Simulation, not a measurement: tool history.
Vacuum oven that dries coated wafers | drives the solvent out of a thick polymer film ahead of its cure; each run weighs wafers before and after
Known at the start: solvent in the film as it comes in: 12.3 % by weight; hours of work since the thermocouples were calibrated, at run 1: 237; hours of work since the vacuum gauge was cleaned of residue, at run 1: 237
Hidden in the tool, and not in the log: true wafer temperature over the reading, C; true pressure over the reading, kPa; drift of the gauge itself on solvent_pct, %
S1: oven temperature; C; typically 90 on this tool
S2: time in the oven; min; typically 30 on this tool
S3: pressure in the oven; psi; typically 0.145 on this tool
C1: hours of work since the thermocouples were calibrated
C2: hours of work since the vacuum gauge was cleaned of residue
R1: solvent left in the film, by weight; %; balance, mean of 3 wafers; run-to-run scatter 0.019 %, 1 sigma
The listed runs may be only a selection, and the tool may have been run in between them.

Run 1, hour 0.0: usual settings; C1 237; C2 237. Result: R1 0.98 %.
Run 2, hour 20.0: usual settings; C1 245; C2 245. Result: R1 0.93 %.
Run 3, hour 29.2: usual settings; C1 249; C2 249. Result: R1 0.97 %.
Run 4, hour 43.9: usual settings but S2 27 min; C1 256; C2 256. Result: R1 1.11 %.
Run 5, hour 60.9: usual settings; C1 263; C2 263. Result: R1 0.96 %.
Run 6, hour 76.3: usual settings but S1 96 C, S2 47 min, S3 0.550 psi; C1 269; C2 269. Result: R1 1.84 %.
Run 7, hour 91.9: usual settings but S1 76 C; C1 276; C2 276. Result: R1 3.61 %.
Run 8, hour 102.7: usual settings but S1 76 C; C1 281; C2 281. Result: R1 3.61 %.

Run 9 has not been measured yet. What should we expect?
Run 9, hour 118.4: usual settings but S1 76 C; C1 287; C2 287. Result: R1 ?.

Run 9 gave R1 3.63 %.
Take away the tool's hidden state, keep the run-to-run variation as it was, and the same run would have given R1 3.65 %.

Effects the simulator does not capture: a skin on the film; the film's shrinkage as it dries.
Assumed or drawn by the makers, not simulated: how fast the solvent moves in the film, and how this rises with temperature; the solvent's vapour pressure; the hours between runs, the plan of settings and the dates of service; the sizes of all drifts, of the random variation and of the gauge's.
